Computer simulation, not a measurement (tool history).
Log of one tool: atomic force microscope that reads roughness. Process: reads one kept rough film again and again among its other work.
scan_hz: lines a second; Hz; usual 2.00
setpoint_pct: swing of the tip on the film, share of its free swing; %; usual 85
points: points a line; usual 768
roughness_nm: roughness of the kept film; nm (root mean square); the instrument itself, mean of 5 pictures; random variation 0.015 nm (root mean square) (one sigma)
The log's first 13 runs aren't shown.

run    hour  scan_hz  setpoint_pct  points  pictures with this tip  hours of work since the height scale was calibrated  roughness_nm
 14   843.3     2.00            85     768                     125                                                  490         3.557
 15   888.7     2.00            85     768                     173                                                  511         3.571
 16   933.5     2.00            85     768                     221                                                  531         3.540
 17   981.1     2.00            85     768                     272                                                  552         3.539
     1007.2  -- new tip fitted
 18  1047.7     2.00            85     301                      43                                                  582         3.531
 19  1103.6     2.00            85     301                     103                                                  607         3.516
 20  1185.3     2.00            85     301                     190                                                  644         3.523
 21  1242.0     2.00            85     301                     251                                                  670         3.515
     1286.9  -- new tip fitted
 22  1286.9     2.00            85     301                       0                                                  690         3.543
 23  1330.3     2.07            77     301                      46                                                  709         3.650
 24  1398.5     0.69            59     633                     119                                                  740         4.007
 25  1440.5     1.31            59     758                     164                                                  759         3.985
 26  1486.0     1.31            59     758                     213                                                  780         3.997
     1563.9  -- new tip fitted
 27  1567.2     2.00            85     768                       3                                                  816         3.556
 28  1610.2     2.00            85     768                      49                                                  835         3.561
 29  1672.5     1.85            84     411                     116                                                  863         3.598
 30  1744.6     1.79            61    1007                     193                                                  896         3.920
 31  1811.5     1.79            61    1007                     265                                                  926         3.938
     1843.3  -- new tip fitted
 32  1862.8     1.79            61    1007                      21                                                  949         3.931
 33  1899.7     1.73            56     363                      60                                                  966         3.986
 34  1964.7     2.25            86    1022                     130                                                  995         3.456
 35  2006.7     3.04            75     749                     175                                                 1014         3.587
 36  2086.1     3.04            75     749                     260                                                 1050         3.595
     2104.9  -- height scale calibrated on a step standard
     2122.7  -- new tip fitted
 37  2123.5     0.68            70     305                       0                                                    8         3.967
 38  2201.9     0.91            68     267                      84                                                   44         3.916

5 ways to go on from here, each from the tool as it stands after run 38. What would each give?
  A  2244.1     1.17            80     768                     130                                                   63             ?
  B  2244.1     0.87            85     261                     130                                                   63             ?
  C  2244.1     0.67            68     358                     130                                                   63             ?
  D  2244.1     2.67            80     278                     130                                                   63             ?
  E  2244.1     2.00            68     768                     130                                                   63             ?

run  roughness_nm
  A         3.826
  B         3.770
  C         3.983
  D         3.477
  E         3.815
Without the tool's hidden state the same runs would have given:
run  roughness_nm
  A         3.833
  B         3.777
  C         3.991
  D         3.483
  E         3.822

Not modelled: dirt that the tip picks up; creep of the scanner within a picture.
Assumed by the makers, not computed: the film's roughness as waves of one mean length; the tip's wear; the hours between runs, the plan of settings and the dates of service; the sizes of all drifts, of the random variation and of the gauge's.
